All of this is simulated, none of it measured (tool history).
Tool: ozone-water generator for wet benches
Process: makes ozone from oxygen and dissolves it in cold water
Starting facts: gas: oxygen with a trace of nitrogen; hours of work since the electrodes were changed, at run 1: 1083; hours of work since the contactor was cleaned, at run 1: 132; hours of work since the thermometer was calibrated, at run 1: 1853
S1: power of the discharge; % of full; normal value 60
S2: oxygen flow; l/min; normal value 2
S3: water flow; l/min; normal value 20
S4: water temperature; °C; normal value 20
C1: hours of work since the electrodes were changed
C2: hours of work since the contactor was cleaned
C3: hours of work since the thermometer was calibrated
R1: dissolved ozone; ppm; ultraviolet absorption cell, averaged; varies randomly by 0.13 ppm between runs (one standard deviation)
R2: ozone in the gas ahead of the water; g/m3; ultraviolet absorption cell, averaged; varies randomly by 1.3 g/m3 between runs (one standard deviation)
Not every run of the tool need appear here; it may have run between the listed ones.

{"run": 1, "hour": 0.0, "S1": 60, "S2": 2, "S3": 20, "S4": 20, "C1": 1083, "C2": 132, "C3": 1853, "R1": 14, "R2": 223.3}
{"run": 2, "hour": 21.0, "S1": 60, "S2": 2, "S3": 20, "S4": 20, "C1": 1099, "C2": 148, "C3": 1869, "R1": 13.9, "R2": 223.6}
{"run": 3, "hour": 42.5, "S1": 60, "S2": 2, "S3": 20, "S4": 20, "C1": 1116, "C2": 165, "C3": 1886, "R1": 14.1, "R2": 223.7}
{"run": 4, "hour": 68.9, "S1": 60, "S2": 2, "S3": 20, "S4": 20, "C1": 1136, "C2": 185, "C3": 1906, "R1": 14, "R2": 225}
{"run": 5, "hour": 84.3, "S1": 60, "S2": 2, "S3": 20, "S4": 20, "C1": 1148, "C2": 197, "C3": 1918, "R1": 13.9, "R2": 224.3}
{"run": 6, "hour": 101.2, "S1": 60, "S2": 2, "S3": 20, "S4": 20, "C1": 1161, "C2": 210, "C3": 1931, "R1": 14.2, "R2": 223.2}
{"run": 7, "hour": 120.0, "S1": 60, "S2": 2, "S3": 20, "S4": 20, "C1": 1176, "C2": 224, "C3": 1946, "R1": 14, "R2": 221.5}
{"run": 8, "hour": 141.1, "S1": 60, "S2": 2, "S3": 20, "S4": 20, "C1": 1192, "C2": 241, "C3": 1962, "R1": 13.8, "R2": 223}
{"run": 9, "hour": 169.7, "S1": 60, "S2": 2, "S3": 22, "S4": 20, "C1": 1214, "C2": 263, "C3": 1984, "R1": 12.8, "R2": 223.3}
{"run": 10, "hour": 185.7, "S1": 60, "S2": 2, "S3": 22, "S4": 20, "C1": 1226, "C2": 275, "C3": 1996, "R1": 12.3, "R2": 221.8}
{"run": 11, "hour": 201.7, "S1": 60, "S2": 2, "S3": 22, "S4": 20, "C1": 1238, "C2": 287, "C3": 2008, "R1": 12.8, "R2": 223}
{"run": 12, "hour": 239.3, "S1": 60, "S2": 2, "S3": 20, "S4": 22, "C1": 1267, "C2": 316, "C3": 2037, "R1": 13.9, "R2": 222.1}
{"run": 13, "hour": 263.2, "S1": 60, "S2": 2, "S3": 20, "S4": 22, "C1": 1286, "C2": 335, "C3": 2056, "R1": 13.8, "R2": 222.6}
{"run": 14, "hour": 296.8, "S1": 60, "S2": 2, "S3": 20, "S4": 22, "C1": 1312, "C2": 360, "C3": 2082, "R1": 13.8, "R2": 222.1}
{"run": 15, "hour": 317.8, "S1": 55, "S2": 1.55, "S3": 20, "S4": 22, "C1": 1328, "C2": 377, "C3": 2098, "R1": 11.4, "R2": 225.7}
{"run": 16, "hour": 354.0, "S1": 60, "S2": 2.91, "S3": 13, "S4": 14, "C1": 1356, "C2": 404, "C3": 2126, "R1": 24.9, "R2": 197.5}
{"run": 17, "hour": 391.4, "S1": 62, "S2": 2, "S3": 13, "S4": 14, "C1": 1384, "C2": 433, "C3": 2154, "R1": 22.3, "R2": 228.1}
{"run": 18, "hour": 408.0, "S1": 44, "S2": 1.35, "S3": 26, "S4": 18, "C1": 1397, "C2": 446, "C3": 2167, "R1": 6.7, "R2": 193.1}
{"run": 19, "hour": 439.1, "S1": 44, "S2": 1.67, "S3": 26, "S4": 20, "C1": 1421, "C2": 470, "C3": 2191, "R1": 7.4, "R2": 182.1}
{"run": 20, "hour": 474.9, "S1": 44, "S2": 1.67, "S3": 26, "S4": 20, "C1": 1449, "C2": 497, "C3": 2219, "R1": 7.4, "R2": 180.9}
{"run": 21, "hour": 497.5, "S1": 60, "S2": 2, "S3": 24, "S4": 20, "C1": 1466, "C2": 515, "C3": 2236, "R1": 11.3, "R2": 220.4}
{"run": 22, "hour": 514.7, "S1": 60, "S2": 2, "S3": 24, "S4": 20, "C1": 1479, "C2": 528, "C3": 2249, "R1": 11, "R2": 222.5}
{"run": 23, "hour": 536.2, "S1": 60, "S2": 2, "S3": 24, "S4": 20, "C1": 1496, "C2": 545, "C3": 2266, "R1": 11.2, "R2": 219.6}
{"run": 24, "hour": 568.6, "S1": 60, "S2": 2, "S3": 24, "S4": 20, "C1": 1521, "C2": 570, "C3": 2291, "R1": 11.3, "R2": 218.7}
{"run": 25, "hour": 593.2, "S1": 79, "S2": 2, "S3": 20, "S4": 20, "C1": 1540, "C2": 588, "C3": 2310, "R1": 17.2, "R2": 275.7}
{"run": 26, "hour": 630.1, "S1": 79, "S2": 2, "S3": 20, "S4": 20, "C1": 1568, "C2": 617, "C3": 2338, "R1": 17.1, "R2": 274}
{"run": 27, "hour": 656.2, "S1": 43, "S2": 1.9, "S3": 19, "S4": 16, "C1": 1588, "C2": 637, "C3": 2358, "R1": 11, "R2": 170.2}
{"run": 28, "hour": 691.1, "S1": 60, "S2": 2, "S3": 26, "S4": 20, "C1": 1615, "C2": 664, "C3": 2385, "R1": 10.5, "R2": 219.5}

Consider 3 possible next runs. They are alternatives, not a sequence: every one starts from the tool as it was left by run 28. What does each give?
{"run": "A", "hour": 715.3, "S1": 60, "S2": 2, "S3": 30, "S4": 15, "C1": 1634, "C2": 682, "C3": 2404, "R1": "?", "R2": "?"}
{"run": "B", "hour": 715.3, "S1": 87, "S2": 3.3, "S3": 26, "S4": 20, "C1": 1634, "C2": 682, "C3": 2404, "R1": "?", "R2": "?"}
{"run": "C", "hour": 715.3, "S1": 85, "S2": 2, "S3": 21, "S4": 20, "C1": 1634, "C2": 682, "C3": 2404, "R1": "?", "R2": "?"}

run=A R1=8.9 R2=219.2
run=B R1=17.3 R2=252.4
run=C R1=17.2 R2=286.1
The same runs, with their run-to-run variation unchanged, on a tool lacking any hidden condition would have given:
run=A R1=9.7 R2=233.7
run=B R1=19.1 R2=275.4
run=C R1=19 R2=311.7
